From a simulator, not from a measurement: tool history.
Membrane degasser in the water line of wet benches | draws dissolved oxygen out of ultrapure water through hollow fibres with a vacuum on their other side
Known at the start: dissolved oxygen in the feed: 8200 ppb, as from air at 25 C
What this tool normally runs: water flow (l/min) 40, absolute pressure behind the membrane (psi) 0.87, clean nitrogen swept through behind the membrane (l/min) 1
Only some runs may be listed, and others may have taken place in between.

run    hour  water flow (l/min)  absolute pressure behind the membrane (psi)  clean nitrogen swept through behind the membrane (l/min)  dissolved oxygen in the water behind the degasser (ppb)  pressure that the water loses in the fibres (psi)
  1       0                  40                                         0.87                                                         1                                                    232.6                                             10.167
  2   298.8                  40                                         0.87                                                         1                                                    234.1                                             10.185
  3   579.3                  39                                         0.87                                                         1                                                    229.5                                             10.005
  4   788.2                  40                                         0.87                                                         1                                                    236.8                                             10.176
  5  1146.3                  40                                         0.87                                                         1                                                    234.7                                             10.292
  6  1332.8                  40                                         0.87                                                      1.64                                                    163.9                                             10.388
  7  1642.9                  40                                         0.87                                                      1.64                                                    163.9                                             10.376
  8  1829.9                  40                                         0.87                                                      1.64                                                    165.9                                             10.444
  9  2062.3                  30                                        0.677                                                         1                                                    103.3                                              7.873
 10  2219.5                  45                                        0.856                                                       0.6                                                    367.8                                             11.866
     2241.5  -- vacuum gauge calibrated
 11  2526.5                  56                                        0.747                                                      2.16                                                    158.4                                             14.875
 12  2757.4                  45                                        1.249                                                      0.81                                                    566.7                                             11.915
     2841.5  -- vacuum gauge calibrated, once more
 13  3051.4                  45                                        1.249                                                      0.81                                                    545.1                                             11.887
       3216  -- seals of the vacuum lines changed
 14  3249.1                  45                                        1.249                                                      0.81                                                    553.1                                             12.105

Forecast each of these 3 alternatives for the next run:
  A  3521                  58                                        0.583                                                      0.41                                                        ?                                                  ?
  B  3521                  40                                         0.68                                                      0.49                                                        ?                                                  ?
  C  3521                  40                                         0.87                                                      1.74                                                        ?                                                  ?

run  dissolved oxygen in the water behind the degasser (ppb)  pressure that the water loses in the fibres (psi)
  A                                                    199.3                                             15.568
  B                                                    216.2                                             10.665
  C                                                    155.4                                             10.727
Without the tool's unlogged condition, the same runs would have read:
run  dissolved oxygen in the water behind the degasser (ppb)  pressure that the water loses in the fibres (psi)
  A                                                    180.3                                              14.18
  B                                                    208.8                                              9.713
  C                                                    147.6                                              9.771
